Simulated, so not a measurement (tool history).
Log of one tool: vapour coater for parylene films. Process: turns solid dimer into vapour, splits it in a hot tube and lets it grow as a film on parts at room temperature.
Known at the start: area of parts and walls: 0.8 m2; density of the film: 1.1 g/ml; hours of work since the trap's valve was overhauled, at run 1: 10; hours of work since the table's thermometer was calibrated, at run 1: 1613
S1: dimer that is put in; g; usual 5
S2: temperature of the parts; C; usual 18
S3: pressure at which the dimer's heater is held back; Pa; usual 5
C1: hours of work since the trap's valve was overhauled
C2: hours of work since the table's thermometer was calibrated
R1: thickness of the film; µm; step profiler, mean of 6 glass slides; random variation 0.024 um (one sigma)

Run 1, hour 0: usual settings; C1 10; C2 1613. Result: R1 3.25 µm.
Run 2, hour 41.3: usual settings; C1 38; C2 1641. Result: R1 3.17 µm.
Run 3, hour 116.2: usual settings but S2 13 C; C1 89; C2 1692. Result: R1 3.4 µm.
Run 4, hour 175.9: usual settings but S2 19 C; C1 130; C2 1733. Result: R1 3 µm.
Run 5, hour 238.5: usual settings; C1 173; C2 1776. Result: R1 2.99 µm.
Run 6, hour 305.5: usual settings; C1 219; C2 1822. Result: R1 2.89 µm.
At hour 324.2: trap's valve overhauled.
At hour 348.9: table's thermometer calibrated.
Run 7, hour 371: usual settings; C1 31; C2 15. Result: R1 3.2 µm.
Run 8, hour 416: usual settings; C1 62; C2 46. Result: R1 3.17 µm.
Run 9, hour 472.7: usual settings; C1 101; C2 85. Result: R1 3.03 µm.
Run 10, hour 515.9: usual settings but S1 4 g, S2 17 C, S3 6.2 Pa; C1 131; C2 115. Result: R1 2.38 µm.
Run 11, hour 561.6: usual settings but S1 8 g, S2 20 C, S3 4.98 Pa; C1 162; C2 146. Result: R1 4.63 µm.
Run 12, hour 611.4: usual settings but S1 8 g, S2 20 C, S3 4.98 Pa; C1 196; C2 180. Result: R1 4.56 µm.
Run 13, hour 648.7: usual settings but S1 2 g, S2 15 C, S3 3.89 Pa; C1 222; C2 206. Result: R1 1.3 µm.
At hour 663.6: trap's valve overhauled.
Run 14, hour 702: usual settings but S1 2 g, S2 29 C, S3 8.64 Pa; C1 26; C2 240. Result: R1 0.93 µm.
Run 15, hour 745.7: usual settings but S1 2 g, S2 29 C, S3 8.64 Pa; C1 56; C2 269. Result: R1 0.94 µm.

3 ways to go on from here, each from the tool as it stands after run 15. What would each give?
Run A, hour 794.9: usual settings but S1 2 g, S2 15 C, S3 8.64 Pa; C1 90; C2 303. Result: R1 ?.
Run B, hour 794.9: usual settings but S3 7.72 Pa; C1 90; C2 303. Result: R1 ?.
Run C, hour 794.9: usual settings but S1 3 g, S2 12 C, S3 2.85 Pa; C1 90; C2 303. Result: R1 ?.

run    R1
  A  1.19
  B  2.87
  C  2.31
Without the tool's hidden state the same runs would have given:
run    R1
  A  1.25
  B  3.02
  C  2.43
